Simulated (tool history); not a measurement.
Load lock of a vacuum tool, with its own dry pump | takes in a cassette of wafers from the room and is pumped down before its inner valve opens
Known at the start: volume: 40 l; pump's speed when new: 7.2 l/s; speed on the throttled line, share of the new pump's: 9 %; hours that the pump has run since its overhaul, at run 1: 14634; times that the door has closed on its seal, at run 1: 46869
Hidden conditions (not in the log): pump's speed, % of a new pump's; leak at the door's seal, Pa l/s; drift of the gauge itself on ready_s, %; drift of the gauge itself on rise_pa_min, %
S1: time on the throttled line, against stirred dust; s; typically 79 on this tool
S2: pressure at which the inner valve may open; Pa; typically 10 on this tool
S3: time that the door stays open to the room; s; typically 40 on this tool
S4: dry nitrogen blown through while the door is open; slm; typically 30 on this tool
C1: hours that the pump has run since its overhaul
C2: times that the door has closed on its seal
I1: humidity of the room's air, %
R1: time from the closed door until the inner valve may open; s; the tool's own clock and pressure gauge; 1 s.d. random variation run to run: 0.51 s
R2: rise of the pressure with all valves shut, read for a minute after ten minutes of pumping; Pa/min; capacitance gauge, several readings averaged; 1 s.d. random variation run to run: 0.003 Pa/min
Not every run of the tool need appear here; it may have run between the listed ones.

run,hour,S1,S2,S3,S4,C1,C2,I1,R1,R2
1,0.0,79,10,40,30,14634,46869,44.3,129.4,0.378
# hour 97.4: dry pump taken out, an overhauled one fitted
2,196.1,79,10,40,30,99,47314,42.8,122.1,0.383
3,515.8,79,14,40,30,418,48062,47.4,121.7,0.389
4,700.4,79,10,40,30,603,48494,47.2,123.1,0.399
5,1021.2,79,10,40,30,924,49245,41.6,123.1,0.410
6,1477.3,145,10,40,30,1380,50312,43.5,183.1,0.431
7,1778.4,145,10,40,30,1681,51017,48.8,182.4,0.436
8,2186.7,145,10,40,30,2089,51972,45.0,183.5,0.457
# hour 2330.5: door's seal changed, seat wiped
9,2612.4,79,10,40,30,2513,659,44.4,123.3,0.024
10,3051.4,79,10,40,30,2953,1687,43.9,123.4,0.017
11,3465.9,79,10,40,30,3367,2657,45.2,123.7,0.021
12,3702.5,79,10,40,30,3604,3210,47.7,123.5,0.020
13,3917.3,79,10,40,30,3818,3713,44.2,123.7,0.029
14,4282.0,79,10,40,30,4183,4566,44.7,124.1,0.029
15,4730.2,119,10,40,30,4631,5615,46.0,161.3,0.034
16,5055.5,79,10,40,30,4957,6376,47.2,125.3,0.033
17,5468.7,79,10,40,30,5370,7343,45.6,124.1,0.046
18,5918.1,79,10,40,30,5819,8395,48.1,124.8,0.045
19,6275.0,79,10,102,33,6176,9230,45.2,125.0,0.060
20,6473.3,137,8,42,21,6374,9694,44.9,179.0,0.056
21,6909.6,126,11,218,4,6811,10715,39.6,166.4,0.110
22,7219.6,153,12,57,8,7121,11440,46.7,191.0,0.072
23,7472.7,67,10,219,30,7374,12033,47.2,113.4,0.094
24,7746.0,46,17,32,7,7647,12672,45.2,92.6,0.071
25,8010.9,133,10,40,5,7912,13292,43.1,173.9,0.085
26,8397.7,52,13,83,5,8299,14197,45.5,99.3,0.105
27,8721.3,52,13,83,5,8622,14954,47.1,98.6,0.101
28,9071.3,135,19,129,5,8972,15773,42.1,171.3,0.125
29,9303.0,135,19,129,5,9204,16315,44.7,174.1,0.123
30,9664.4,135,19,129,5,9566,17161,42.7,172.6,0.133
31,10045.2,88,13,54,8,9946,18052,45.4,132.1,0.113
32,10312.2,46,13,54,25,10213,18677,46.3,95.0,0.111
33,10766.0,46,13,52,11,10667,19739,47.1,95.4,0.127
34,11107.0,46,13,52,11,11008,20536,41.5,94.7,0.126
35,11471.3,46,13,52,11,11372,21389,44.7,95.1,0.131
36,11767.4,51,10,31,30,11668,22082,43.7,100.9,0.125

Forecast each of these 5 alternatives for the next run:
A,12188.3,60,10,28,20,12089,23067,41.4,?,?
B,12188.3,79,10,40,8,12089,23067,45.4,?,?
C,12188.3,79,14,46,11,12089,23067,41.9,?,?
D,12188.3,79,11,62,30,12089,23067,44.5,?,?
E,12188.3,43,10,73,30,12089,23067,43.9,?,?

run,R1,R2
A,110.3,0.137
B,127.1,0.148
C,124.9,0.139
D,126.6,0.141
E,94.8,0.136
What these runs would have given with no unlogged condition in the tool:
run,R1,R2
A,106.6,0.012
B,123.5,0.025
C,121.5,0.015
D,123.2,0.015
E,90.9,0.012

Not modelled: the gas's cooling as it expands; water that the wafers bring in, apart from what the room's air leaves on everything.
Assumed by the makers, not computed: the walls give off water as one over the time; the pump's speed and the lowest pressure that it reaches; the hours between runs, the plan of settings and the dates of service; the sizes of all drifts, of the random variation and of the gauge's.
